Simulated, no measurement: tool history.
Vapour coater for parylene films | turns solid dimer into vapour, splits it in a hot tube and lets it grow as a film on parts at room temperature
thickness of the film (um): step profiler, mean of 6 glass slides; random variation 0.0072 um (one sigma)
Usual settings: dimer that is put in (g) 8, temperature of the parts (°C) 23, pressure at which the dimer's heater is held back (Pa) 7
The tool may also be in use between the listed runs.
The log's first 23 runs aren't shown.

run   hour  dimer that is put in (g)  temperature of the parts (°C)  pressure at which the dimer's heater is held back (Pa)  thickness of the film (um)
 24    382                         7                             30                                                       7                       0.814
 25  400.5                         7                             30                                                       7                       0.826
 26  412.4                         8                             19                                                       7                       1.575
 27  438.3                         8                             19                                                       7                       1.555
 28  459.9                         7                             19                                                    2.21                       1.537
 29  484.1                         7                             24                                                    2.41                        1.21
 30  501.5                         7                             24                                                    2.41                       1.212
     521.8  -- gauge calibrated
 31  527.5                         7                             24                                                    2.41                       1.171
 32  541.6                        11                             24                                                       2                       1.905
 33  560.1                         8                             16                                                       2                       2.014
 34  573.6                         8                             23                                                   10.44                       1.244

Run 35 comes next. What will it give?
 35  596.6                         9                             27                                                    9.92                           ?

thickness of the film (um): 1.168
Without the tool's hidden state the same run would have given thickness of the film (um) 1.161.

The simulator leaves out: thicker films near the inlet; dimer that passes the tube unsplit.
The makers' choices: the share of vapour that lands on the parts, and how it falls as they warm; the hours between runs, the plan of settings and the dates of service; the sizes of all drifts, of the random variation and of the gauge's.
